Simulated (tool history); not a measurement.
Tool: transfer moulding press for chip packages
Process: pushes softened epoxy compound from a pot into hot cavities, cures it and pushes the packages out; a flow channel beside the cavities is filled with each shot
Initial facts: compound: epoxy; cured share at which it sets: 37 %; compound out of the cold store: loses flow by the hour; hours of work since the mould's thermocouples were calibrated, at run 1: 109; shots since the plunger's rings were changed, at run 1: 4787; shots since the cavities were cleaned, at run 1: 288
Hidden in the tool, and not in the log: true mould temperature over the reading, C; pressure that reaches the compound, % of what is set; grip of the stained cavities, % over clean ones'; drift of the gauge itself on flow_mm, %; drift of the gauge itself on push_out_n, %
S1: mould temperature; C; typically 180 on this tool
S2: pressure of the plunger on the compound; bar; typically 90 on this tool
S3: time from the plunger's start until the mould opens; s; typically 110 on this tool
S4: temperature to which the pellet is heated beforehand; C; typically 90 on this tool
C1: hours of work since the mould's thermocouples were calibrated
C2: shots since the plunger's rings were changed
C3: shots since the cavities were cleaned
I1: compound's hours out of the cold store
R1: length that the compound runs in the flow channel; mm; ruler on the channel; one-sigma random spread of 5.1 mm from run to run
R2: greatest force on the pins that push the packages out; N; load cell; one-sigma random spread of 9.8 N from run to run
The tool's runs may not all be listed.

| run | day | S1 | S2 | S3 | S4 | C1 | C2 | C3 | I1 | R1 | R2 |
|---|---|---|---|---|---|---|---|---|---|---|---|
| 1 | 0 | 180 | 90 | 110 | 90 | 109 | 4787 | 288 | 31.6 | 803 | 621 |
| 2 | 0.454 | 180 | 90 | 110 | 90 | 116 | 4906 | 407 | 28.4 | 817 | 659 |
| 3 | 0.862 | 180 | 90 | 110 | 90 | 123 | 5013 | 514 | 20.3 | 845 | 718 |
| 4 | 1.354 | 180 | 90 | 110 | 90 | 130 | 5142 | 643 | 11.4 | 861 | 776 |
| 5 | 1.621 | 180 | 90 | 110 | 90 | 134 | 5212 | 713 | 17.8 | 837 | 737 |
|  | 1.925 | cavities cleaned with cleaning compound and waxed |
| 6 | 2.129 | 180 | 90 | 110 | 90 | 141 | 5329 | 54 | 28.1 | 804 | 482 |
| 7 | 2.483 | 180 | 90 | 110 | 90 | 146 | 5421 | 146 | 19 | 832 | 523 |
| 8 | 2.908 | 180 | 90 | 110 | 81 | 153 | 5533 | 258 | 28 | 807 | 609 |
| 9 | 3.292 | 180 | 90 | 110 | 81 | 159 | 5634 | 359 | 28.9 | 804 | 633 |
| 10 | 3.65 | 180 | 90 | 110 | 90 | 164 | 5727 | 452 | 28.2 | 799 | 665 |
| 11 | 4.083 | 180 | 90 | 110 | 90 | 171 | 5841 | 566 | 23.9 | 811 | 665 |
| 12 | 4.362 | 180 | 90 | 110 | 90 | 175 | 5915 | 640 | 8 | 853 | 721 |
| 13 | 4.85 | 180 | 90 | 110 | 93 | 183 | 6043 | 768 | 31.6 | 794 | 740 |
|  | 4.942 | cavities cleaned with cleaning compound and waxed |
| 14 | 5.354 | 180 | 90 | 110 | 93 | 189 | 6158 | 108 | 42.5 | 751 | 499 |
| 15 | 5.696 | 180 | 100.9 | 110 | 90 | 195 | 6247 | 197 | 23.5 | 861 | 546 |
| 16 | 5.958 | 180 | 100.9 | 110 | 90 | 199 | 6316 | 266 | 15.8 | 881 | 618 |
|  | 6.071 | mould's thermocouples calibrated |
| 17 | 6.262 | 180 | 100.9 | 107 | 97 | 3 | 6374 | 324 | 23.3 | 856 | 629 |
| 18 | 6.521 | 180 | 100.9 | 90 | 97 | 7 | 6442 | 392 | 11.6 | 877 | 980 |
| 19 | 6.742 | 181 | 90 | 111 | 100 | 10 | 6500 | 450 | 30.6 | 778 | 598 |
| 20 | 7.05 | 181 | 90 | 111 | 100 | 15 | 6581 | 531 | 17.6 | 812 | 637 |
|  | 7.283 | mould's thermocouples calibrated, once more |
| 21 | 7.5 | 178 | 102.3 | 111 | 100 | 3 | 6677 | 627 | 46.7 | 805 | 718 |
|  | 7.671 | plunger's sealing rings changed |
| 22 | 7.925 | 178 | 102.3 | 140 | 99 | 8 | 67 | 711 | 42.8 | 895 | 594 |
|  | 8.246 | cavities cleaned with cleaning compound and waxed |
| 23 | 8.283 | 181 | 94.3 | 109 | 99 | 13 | 144 | 9 | 13.7 | 923 | 442 |
| 24 | 8.629 | 174 | 102 | 110 | 90 | 18 | 235 | 100 | 16.2 | 994 | 817 |
| 25 | 8.979 | 179 | 87.6 | 142 | 88 | 23 | 327 | 192 | 19.9 | 891 | 460 |
| 26 | 9.192 | 180 | 87.3 | 113 | 99 | 27 | 383 | 248 | 12.2 | 903 | 556 |
| 27 | 9.55 | 180 | 87.3 | 113 | 99 | 32 | 477 | 342 | 21.7 | 868 | 573 |
| 28 | 9.754 | 172 | 77.2 | 110 | 90 | 35 | 531 | 396 | 22.4 | 856 | 1104 |

Below are 5 alternative next runs, each starting from the tool's condition after run 28. Predict each:
| A | 10.067 | 180 | 72.3 | 122 | 90 | 40 | 613 | 478 | 39.1 | ? | ? |
| B | 10.067 | 172 | 77.2 | 146 | 90 | 40 | 613 | 478 | 21 | ? | ? |
| C | 10.067 | 180 | 90 | 109 | 90 | 40 | 613 | 478 | 10.7 | ? | ? |
| D | 10.067 | 180 | 71.6 | 115 | 92 | 40 | 613 | 478 | 31 | ? | ? |
| E | 10.067 | 177 | 77.2 | 110 | 90 | 40 | 613 | 478 | 8.3 | ? | ? |

| run | R1 | R2 |
|---|---|---|
| A | 749 | 605 |
| B | 869 | 657 |
| C | 915 | 686 |
| D | 763 | 616 |
| E | 864 | 804 |
What these runs would have given with no unlogged condition in the tool:
| run | R1 | R2 |
|---|---|---|
| A | 758 | 415 |
| B | 880 | 454 |
| C | 927 | 474 |
| D | 772 | 425 |
| E | 875 | 558 |
